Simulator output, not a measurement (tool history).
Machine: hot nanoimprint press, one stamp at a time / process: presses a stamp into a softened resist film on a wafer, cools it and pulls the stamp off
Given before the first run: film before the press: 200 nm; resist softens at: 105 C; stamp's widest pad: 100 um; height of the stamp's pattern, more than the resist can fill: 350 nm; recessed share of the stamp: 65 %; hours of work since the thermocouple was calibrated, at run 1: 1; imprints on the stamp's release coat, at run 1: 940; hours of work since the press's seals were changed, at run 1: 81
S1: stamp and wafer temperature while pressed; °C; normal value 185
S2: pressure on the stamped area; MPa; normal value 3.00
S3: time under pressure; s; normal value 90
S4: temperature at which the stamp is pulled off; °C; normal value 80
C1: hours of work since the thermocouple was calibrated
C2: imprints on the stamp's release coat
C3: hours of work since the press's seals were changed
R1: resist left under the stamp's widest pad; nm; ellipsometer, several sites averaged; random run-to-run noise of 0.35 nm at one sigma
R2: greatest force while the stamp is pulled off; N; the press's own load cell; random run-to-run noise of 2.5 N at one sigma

run     day   S1    S2   S3  S4   C1    C2   C3     R1   R2
  1   0.000  185  3.00   90  80    1   940   81   92.7  120
  2   0.517  192  3.00   90  80    8   970   88   75.9  117
  3   1.288  192  3.00   90  80   17  1015   98   75.9  118
  4   1.862  192  3.00   90  80   25  1048  105   76.0  119
  5   2.379  192  3.00   90  80   31  1078  112   76.0  120
  6   2.996  192  3.00   90  80   39  1114  119   76.7  118
  7   3.550  188  3.00   90  80   46  1146  126   85.5  120
  8   3.954  188  3.00   90  80   51  1170  131   86.1  124
  9   4.496  188  3.00   90  80   58  1201  138   85.7  116
 10   5.246  188  3.00   90  80   68  1245  148   85.8  116
 11   5.733  176  3.00   90  80   74  1273  154  122.3  120
 12   6.500  176  3.00   90  80   83  1317  164  122.5  123
 13   6.888  176  3.00   90  80   88  1340  169  122.5  118
 14   7.517  185  3.00   90  80   96  1376  177   93.7  117
 15   8.125  185  3.00   90  78  104  1412  184   94.3  119
 16   8.929  185  3.00   90  78  114  1458  194   93.6  120
 17   9.417  185  3.00   90  78  120  1486  201   94.2  122
 18   9.967  185  3.31  113  78  127  1518  208   82.3  122
 19  10.546  196  4.15   78  77  135  1552  215   59.0  125
 20  11.321  185  1.94   69  76  144  1597  225  128.2  129
 21  11.671  190  2.30   90  80  149  1617  229   94.4  120
 22  12.038  190  3.33   90  74  153  1638  234   76.8  131
 23  12.800  190  3.33   90  74  163  1683  243   76.9  131
     13.475  -- stamp cleaned and given a new release coat
 24  13.600  190  3.33   90  74  170     8  250   77.1  131
 25  14.383  190  3.33   90  74  180    53  260   76.8  131
 26  14.946  185  2.01  123  74  187    86  267  106.6  131
 27  15.279  185  2.01  123  74  191   105  272  105.8  128
 28  15.792  196  2.17   87  80  198   135  278   84.2  116
 29  16.529  196  2.17   87  80  207   178  287   85.4  122
 30  17.062  196  2.17   87  80  214   208  294   84.0  118

4 options for the next run, each taken on its own from the tool as it stands now. Forecast them:
  A  17.846  196  2.17  157  80  224  254  304   ?   ?
  B  17.846  185  3.00   90  70  224  254  304   ?   ?
  C  17.846  196  2.17  160  80  224  254  304   ?   ?
  D  17.846  194  4.44   87  80  224  254  304   ?   ?

run    R1   R2
  A  68.8  118
  B  95.0  138
  C  68.7  122
  D  58.5  116
Without the tool's unlogged condition, the same runs would have read:
run    R1   R2
  A  67.4  118
  B  93.0  138
  C  67.3  122
  D  57.3  116
